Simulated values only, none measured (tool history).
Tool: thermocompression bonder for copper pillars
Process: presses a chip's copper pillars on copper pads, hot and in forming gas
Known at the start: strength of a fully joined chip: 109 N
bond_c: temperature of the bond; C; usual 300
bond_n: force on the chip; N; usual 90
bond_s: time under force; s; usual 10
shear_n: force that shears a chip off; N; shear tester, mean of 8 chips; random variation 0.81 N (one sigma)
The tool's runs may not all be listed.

| run | hour | bond_c | bond_n | bond_s | shear_n |
|---|---|---|---|---|---|
| 1 | 0.0 | 300 | 90 | 10 | 60.1 |
| 2 | 11.4 | 300 | 133 | 10 | 67.7 |
| 3 | 20.8 | 300 | 133 | 10 | 67.0 |
| 4 | 33.2 | 296 | 90 | 10 | 56.1 |
| 5 | 46.0 | 300 | 90 | 10 | 59.2 |
| 6 | 54.6 | 300 | 90 | 10 | 58.4 |
| 7 | 68.0 | 300 | 59 | 10 | 47.9 |
| 8 | 87.5 | 300 | 90 | 10 | 58.9 |
| 9 | 102.0 | 300 | 90 | 10 | 57.6 |
| 10 | 112.7 | 300 | 90 | 5 | 45.0 |
| 11 | 126.8 | 300 | 90 | 5 | 45.1 |
| 12 | 138.2 | 300 | 90 | 5 | 44.9 |
| 13 | 149.6 | 300 | 90 | 10 | 56.5 |
| 14 | 157.8 | 300 | 90 | 10 | 57.2 |
| 15 | 169.3 | 300 | 90 | 10 | 58.1 |
| 16 | 181.4 | 300 | 90 | 10 | 57.3 |
| 17 | 196.8 | 282 | 61 | 9 | 35.9 |
|  | 201.9 | forming gas filter changed |
| 18 | 215.1 | 277 | 90 | 11 | 46.3 |
| 19 | 230.9 | 277 | 90 | 11 | 46.1 |

The next listed run, before its measurement:
|  | 234.4 | heater calibrated with a thermocouple chip |
| 20 | 244.8 | 277 | 87 | 16 | ? |

shear_n: 48.8 N
Without the tool's hidden state the same run would have given shear_n 56.7 N.

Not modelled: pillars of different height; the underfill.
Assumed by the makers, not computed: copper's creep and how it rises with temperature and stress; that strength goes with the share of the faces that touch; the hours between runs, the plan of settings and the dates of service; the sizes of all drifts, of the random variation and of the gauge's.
